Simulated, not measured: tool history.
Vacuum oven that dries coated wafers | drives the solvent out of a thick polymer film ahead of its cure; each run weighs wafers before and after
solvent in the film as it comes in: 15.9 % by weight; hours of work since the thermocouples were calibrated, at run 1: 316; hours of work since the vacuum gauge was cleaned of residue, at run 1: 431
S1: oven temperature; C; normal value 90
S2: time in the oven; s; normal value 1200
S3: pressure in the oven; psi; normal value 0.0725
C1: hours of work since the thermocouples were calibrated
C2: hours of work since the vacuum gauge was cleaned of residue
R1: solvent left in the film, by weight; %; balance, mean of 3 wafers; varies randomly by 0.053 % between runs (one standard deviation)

Run 1, day 0.000: usual settings; C1 316; C2 431. Result: R1 1.68 %.
Run 2, day 0.375: usual settings; C1 323; C2 438. Result: R1 1.71 %.
Run 3, day 0.746: usual settings; C1 330; C2 445. Result: R1 1.66 %.
Run 4, day 1.175: usual settings; C1 338; C2 453. Result: R1 1.74 %.
Run 5, day 1.846: usual settings; C1 350; C2 465. Result: R1 1.68 %.
Run 6, day 2.429: usual settings but S3 0.0448 psi; C1 361; C2 476. Result: R1 1.64 %.
Run 7, day 3.162: usual settings; C1 375; C2 490. Result: R1 1.77 %.
Run 8, day 3.892: usual settings; C1 389; C2 504. Result: R1 1.81 %.
Run 9, day 4.571: usual settings; C1 401; C2 516. Result: R1 1.83 %.
Run 10, day 5.267: usual settings; C1 414; C2 529. Result: R1 1.77 %.
Run 11, day 5.625: usual settings; C1 421; C2 536. Result: R1 1.71 %.
Run 12, day 6.192: usual settings; C1 432; C2 547. Result: R1 1.68 %.
Run 13, day 6.712: usual settings; C1 441; C2 556. Result: R1 1.60 %.
Run 14, day 7.362: usual settings; C1 453; C2 568. Result: R1 1.70 %.
Run 15, day 7.904: usual settings; C1 464; C2 578. Result: R1 1.59 %.
Run 16, day 8.383: usual settings; C1 472; C2 587. Result: R1 1.70 %.
Run 17, day 9.067: usual settings but S1 78 C, S2 1980 s, S3 0.2324 psi; C1 485; C2 600. Result: R1 3.07 %.
At day 9.188: oven's thermocouples calibrated.
Run 18, day 9.800: usual settings but S1 96 C, S3 0.0545 psi; C1 11; C2 612. Result: R1 0.87 %.
At day 10.417: oven's thermocouples calibrated, once more.
Run 19, day 10.462: usual settings but S1 89 C, S2 1380 s, S3 0.2450 psi; C1 1; C2 623. Result: R1 1.88 %.
Run 20, day 11.138: usual settings but S1 89 C, S2 1140 s, S3 0.0835 psi; C1 13; C2 636. Result: R1 2.12 %.
Run 21, day 11.529: usual settings but S1 78 C, S2 1620 s, S3 0.1121 psi; C1 21; C2 643. Result: R1 3.44 %.
Run 22, day 12.267: usual settings but S1 78 C, S2 1620 s, S3 0.1121 psi; C1 35; C2 657. Result: R1 3.42 %.
Run 23, day 12.921: usual settings but S2 660 s, S3 0.0821 psi; C1 47; C2 669. Result: R1 4.13 %.
Run 24, day 13.392: usual settings but S2 660 s, S3 0.0731 psi; C1 56; C2 678. Result: R1 4.21 %.
Run 25, day 13.717: usual settings but S1 77 C, S2 1140 s, S3 0.1392 psi; C1 62; C2 684. Result: R1 5.32 %.
Run 26, day 14.233: usual settings but S1 85 C, S2 660 s, S3 0.0376 psi; C1 71; C2 694. Result: R1 5.37 %.
Run 27, day 14.954: usual settings but S1 92 C, S2 1500 s, S3 0.2585 psi; C1 85; C2 707. Result: R1 1.41 %.
Run 28, day 15.608: usual settings but S1 92 C, S2 840 s, S3 0.2348 psi; C1 97; C2 719. Result: R1 3.00 %.
Run 29, day 15.988: usual settings but S1 92 C, S2 840 s, S3 0.2348 psi; C1 104; C2 726. Result: R1 3.04 %.
Run 30, day 16.496: usual settings but S1 96 C, S3 0.1228 psi; C1 113; C2 736. Result: R1 1.01 %.

Forecast each of these 5 alternatives for the next run:
Run A, day 16.908: usual settings but S1 88 C, S2 1140 s, S3 0.0503 psi; C1 121; C2 744. Result: R1 ?.
Run B, day 16.908: usual settings but S1 84 C, S2 1140 s, S3 0.0877 psi; C1 121; C2 744. Result: R1 ?.
Run C, day 16.908: usual settings but S1 88 C, S2 1320 s, S3 0.1765 psi; C1 121; C2 744. Result: R1 ?.
Run D, day 16.908: usual settings but S1 96 C, S2 780 s, S3 0.0535 psi; C1 121; C2 744. Result: R1 ?.
Run E, day 16.908: usual settings but S3 0.0371 psi; C1 121; C2 744. Result: R1 ?.

run    R1
  A  2.27
  B  3.32
  C  2.08
  D  1.98
  E  1.60
The same runs, with their run-to-run variation unchanged, on a tool lacking any hidden condition would have given:
run    R1
  A  2.11
  B  3.13
  C  1.91
  D  1.84
  E  1.44
